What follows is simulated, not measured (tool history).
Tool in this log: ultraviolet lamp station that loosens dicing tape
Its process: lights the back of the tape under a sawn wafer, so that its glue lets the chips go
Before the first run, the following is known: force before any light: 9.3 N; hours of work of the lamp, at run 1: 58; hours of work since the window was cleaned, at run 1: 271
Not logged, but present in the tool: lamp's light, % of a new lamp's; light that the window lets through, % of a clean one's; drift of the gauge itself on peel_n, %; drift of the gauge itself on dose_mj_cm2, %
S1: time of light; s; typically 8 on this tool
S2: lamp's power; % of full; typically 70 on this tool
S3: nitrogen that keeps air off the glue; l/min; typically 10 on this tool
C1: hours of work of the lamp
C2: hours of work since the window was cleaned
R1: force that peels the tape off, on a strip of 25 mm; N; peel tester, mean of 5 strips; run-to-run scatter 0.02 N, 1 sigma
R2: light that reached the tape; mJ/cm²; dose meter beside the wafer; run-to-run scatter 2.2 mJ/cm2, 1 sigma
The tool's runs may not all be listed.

run   hour  S1  S2  S3   C1   C2     R1   R2
  1    0.0   8  70  10   58  271  0.956  191
  2    5.3   8  70  10   61  275  0.926  193
  3   15.3   8  70  10   68  281  0.975  190
  4   22.4   8  65  10   73  286  1.070  175
  5   30.2   8  76  10   78  291  0.791  210
  6   39.9   8  76  10   84  298  0.806  207
  7   50.2   8  76  10   91  304  0.803  208
  8   59.4   8  70  10   97  311  0.910  192
  9   69.9   8  82  10  104  318  0.674  222
 10   79.0   8  70   6  110  324  1.429  190
 11   89.8   8  70   6  117  331  1.413  193
 12   96.8   8  70   6  122  336  1.409  189
 13  105.6   8  64  10  128  341  1.156  174
     114.8  -- window cleaned of glue's vapour
 14  116.9   8  64  10  135    1  1.111  178
 15  126.1   8  67  20  141    8  0.630  189
 16  134.2  16  70  10  147   13  0.258  379
 17  141.2   6  76  10  151   18  1.409  155
 18  145.9  13  76  10  154   21  0.302  334
 19  153.6  13  67  10  160   26  0.381  300
 20  159.8  13  67  10  164   30  0.381  295
 21  167.6  16  82  10  169   35  0.233  449
 22  176.3  13  64  10  175   41  0.411  285
 23  182.0  13  64  10  178   45  0.412  284
 24  192.5  13  64  10  185   52  0.413  287
 25  203.1  13  64  10  193   59  0.432  286
 26  213.7   5  63  10  200   66  2.381  109
 27  220.7  14  60   3  204   71  1.141  283
 28  230.3  13  89  16  211   77  0.210  397

What if the next run were any one of these 4? Each begins from the tool's condition after run 28:
  A  238.8  11   89  16  216  83   ?   ?
  B  238.8   8   69   9  216  83   ?   ?
  C  238.8  13   89  17  216  83   ?   ?
  D  238.8   6  100   4  216  83   ?   ?

run     R1   R2
  A  0.240  334
  B  1.066  187
  C  0.204  396
  D  1.698  203
Had the tool no hidden state, the same runs would have come out as:
run     R1   R2
  A  0.239  334
  B  1.062  187
  C  0.204  396
  D  1.693  204

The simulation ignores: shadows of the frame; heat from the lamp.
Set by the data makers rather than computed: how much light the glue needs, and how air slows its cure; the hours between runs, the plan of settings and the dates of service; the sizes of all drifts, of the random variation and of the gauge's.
